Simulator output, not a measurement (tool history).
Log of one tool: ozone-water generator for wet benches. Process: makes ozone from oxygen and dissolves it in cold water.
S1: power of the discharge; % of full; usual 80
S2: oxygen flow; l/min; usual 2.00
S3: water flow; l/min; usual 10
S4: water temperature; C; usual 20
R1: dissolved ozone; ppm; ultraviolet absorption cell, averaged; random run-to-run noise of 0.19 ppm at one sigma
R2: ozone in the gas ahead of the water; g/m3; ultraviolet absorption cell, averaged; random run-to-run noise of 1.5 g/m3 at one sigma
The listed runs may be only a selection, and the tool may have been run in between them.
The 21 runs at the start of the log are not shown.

Run 22, hour 2549.3: usual settings but S1 50 % of full, S2 2.24 l/min, S3 14 l/min, S4 22 C. Result: R1 11.8 ppm, R2 167.6 g/m3.
Run 23, hour 2637.9: usual settings but S1 41 % of full, S2 2.24 l/min, S3 14 l/min, S4 22 C. Result: R1 9.9 ppm, R2 139.5 g/m3.
Run 24, hour 2757.0: usual settings but S1 96 % of full, S2 3.43 l/min, S3 14 l/min, S4 18 C. Result: R1 22.2 ppm, R2 227.0 g/m3.
Run 25, hour 2871.8: usual settings but S1 84 % of full, S2 2.23 l/min. Result: R1 25.9 ppm, R2 266.0 g/m3.
Run 26, hour 2959.1: usual settings but S1 71 % of full, S2 2.23 l/min, S3 12 l/min, S4 27 C. Result: R1 17.4 ppm, R2 228.0 g/m3.
Run 27, hour 3089.7: usual settings but S1 83 % of full, S2 1.08 l/min, S3 16 l/min, S4 24 C. Result: R1 15.1 ppm, R2 411.6 g/m3.
Run 28, hour 3194.9: usual settings but S1 83 % of full, S2 1.08 l/min, S3 16 l/min, S4 24 C. Result: R1 14.9 ppm, R2 410.0 g/m3.
Run 29, hour 3329.8: usual settings but S2 2.33 l/min, S3 6 l/min, S4 18 C. Result: R1 35.7 ppm, R2 244.7 g/m3.
Run 30, hour 3404.4: usual settings but S1 47 % of full, S4 14 C. Result: R1 16.3 ppm, R2 167.0 g/m3.
Run 31, hour 3509.5: usual settings but S1 47 % of full, S4 14 C. Result: R1 16.2 ppm, R2 169.1 g/m3.
Run 32, hour 3619.9: usual settings but S1 57 % of full. Result: R1 18.0 ppm, R2 198.1 g/m3.
Run 33, hour 3781.8: usual settings but S1 57 % of full. Result: R1 18.0 ppm, R2 199.6 g/m3.

4 options for the next run, each taken on its own from the tool as it stands now. Forecast them:
Run A, hour 3945.4: usual settings but S1 51 % of full, S3 6 l/min, S4 13 C. Result: R1 ?, R2 ?.
Run B, hour 3945.4: usual settings but S1 47 % of full, S4 22 C. Result: R1 ?, R2 ?.
Run C, hour 3945.4: usual settings but S1 62 % of full, S2 1.71 l/min, S3 14 l/min. Result: R1 ?, R2 ?.
Run D, hour 3945.4: usual settings but S1 57 % of full, S3 9 l/min, S4 12 C. Result: R1 ?, R2 ?.

run    R1     R2
  A  26.2  179.5
  B  14.6  168.5
  C  14.0  238.3
  D  21.7  199.3
What these runs would have given with no unlogged condition in the tool:
run    R1     R2
  A  27.8  187.4
  B  15.5  175.0
  C  15.1  251.3
  D  23.2  209.2
